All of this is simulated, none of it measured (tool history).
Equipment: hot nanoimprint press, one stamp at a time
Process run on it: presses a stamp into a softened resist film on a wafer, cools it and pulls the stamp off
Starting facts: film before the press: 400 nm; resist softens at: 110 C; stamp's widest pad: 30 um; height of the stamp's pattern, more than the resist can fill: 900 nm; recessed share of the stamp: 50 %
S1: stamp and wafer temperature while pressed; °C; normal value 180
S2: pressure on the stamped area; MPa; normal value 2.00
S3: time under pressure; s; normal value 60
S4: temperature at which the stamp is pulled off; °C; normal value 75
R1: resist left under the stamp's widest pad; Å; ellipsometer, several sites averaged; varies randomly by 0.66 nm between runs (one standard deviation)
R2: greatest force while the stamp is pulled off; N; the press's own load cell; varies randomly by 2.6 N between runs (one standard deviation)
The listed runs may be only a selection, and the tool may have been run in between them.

| run | day | S1 | S2 | S3 | S4 | R1 | R2 |
|---|---|---|---|---|---|---|---|
| 1 | 0.000 | 180 | 2.00 | 60 | 75 | 1519 | 123 |
| 2 | 2.012 | 180 | 1.61 | 60 | 75 | 1724 | 131 |
| 3 | 5.350 | 180 | 2.00 | 60 | 75 | 1552 | 135 |
|  | 6.746 | plate thermocouple calibrated |
| 4 | 7.712 | 180 | 2.00 | 60 | 75 | 1615 | 152 |
| 5 | 10.121 | 180 | 2.00 | 60 | 75 | 1628 | 159 |
| 6 | 11.875 | 180 | 2.00 | 60 | 75 | 1640 | 171 |
| 7 | 13.354 | 180 | 2.00 | 60 | 75 | 1662 | 174 |
| 8 | 16.304 | 180 | 2.00 | 60 | 75 | 1683 | 182 |
| 9 | 18.262 | 180 | 2.00 | 60 | 75 | 1682 | 191 |
|  | 19.354 | plate thermocouple calibrated, once more |
|  | 19.800 | stamp cleaned and given a new release coat |
| 10 | 20.121 | 180 | 2.00 | 72 | 75 | 1363 | 122 |
| 11 | 23.546 | 180 | 2.00 | 72 | 75 | 1369 | 135 |
| 12 | 25.554 | 180 | 2.00 | 60 | 82 | 1479 | 115 |
| 13 | 28.692 | 180 | 2.00 | 60 | 82 | 1496 | 124 |
| 14 | 30.304 | 180 | 2.00 | 60 | 72 | 1497 | 164 |
| 15 | 32.983 | 180 | 2.00 | 60 | 72 | 1509 | 177 |
| 16 | 35.504 | 180 | 2.00 | 60 | 72 | 1536 | 192 |
| 17 | 37.362 | 180 | 1.55 | 60 | 62 | 1750 | 240 |
|  | 39.542 | stamp cleaned and given a new release coat |
| 18 | 40.367 | 170 | 2.34 | 60 | 75 | 2311 | 131 |
| 19 | 42.917 | 170 | 2.34 | 60 | 75 | 2320 | 138 |
| 20 | 44.904 | 168 | 1.74 | 41 | 70 | 3070 | 161 |
| 21 | 46.546 | 170 | 2.59 | 41 | 62 | 2516 | 193 |
| 22 | 48.550 | 179 | 2.00 | 84 | 75 | 1494 | 156 |
|  | 51.642 | plate thermocouple calibrated |
| 23 | 51.908 | 179 | 2.00 | 84 | 75 | 1351 | 162 |
| 24 | 54.500 | 179 | 2.00 | 84 | 75 | 1368 | 170 |
| 25 | 55.942 | 186 | 1.26 | 60 | 74 | 1450 | 169 |
| 26 | 58.858 | 186 | 1.26 | 60 | 74 | 1457 | 185 |
|  | 59.333 | stamp cleaned and given a new release coat |
| 27 | 60.575 | 186 | 1.26 | 60 | 74 | 1469 | 130 |
| 28 | 63.812 | 185 | 1.75 | 107 | 74 | 1040 | 137 |
| 29 | 66.088 | 185 | 1.75 | 107 | 74 | 1050 | 146 |
|  | 67.992 | press's hydraulic seals changed and the load cell set to zero |
| 30 | 69.492 | 181 | 2.00 | 60 | 67 | 1427 | 186 |
| 31 | 70.888 | 191 | 2.00 | 47 | 75 | 1020 | 155 |

Alternative continuations, all from the tool just after run 31; predict every row:
| A | 73.604 | 180 | 1.68 | 60 | 78 | ? | ? |
| B | 73.604 | 177 | 2.00 | 47 | 75 | ? | ? |
| C | 73.604 | 174 | 1.95 | 62 | 75 | ? | ? |

| run | R1 | R2 |
|---|---|---|
| A | 1683 | 159 |
| B | 1891 | 176 |
| C | 2010 | 171 |
Had the tool no hidden state, the same runs would have come out as:
| run | R1 | R2 |
|---|---|---|
| A | 1584 | 111 |
| B | 1779 | 125 |
| C | 1888 | 121 |

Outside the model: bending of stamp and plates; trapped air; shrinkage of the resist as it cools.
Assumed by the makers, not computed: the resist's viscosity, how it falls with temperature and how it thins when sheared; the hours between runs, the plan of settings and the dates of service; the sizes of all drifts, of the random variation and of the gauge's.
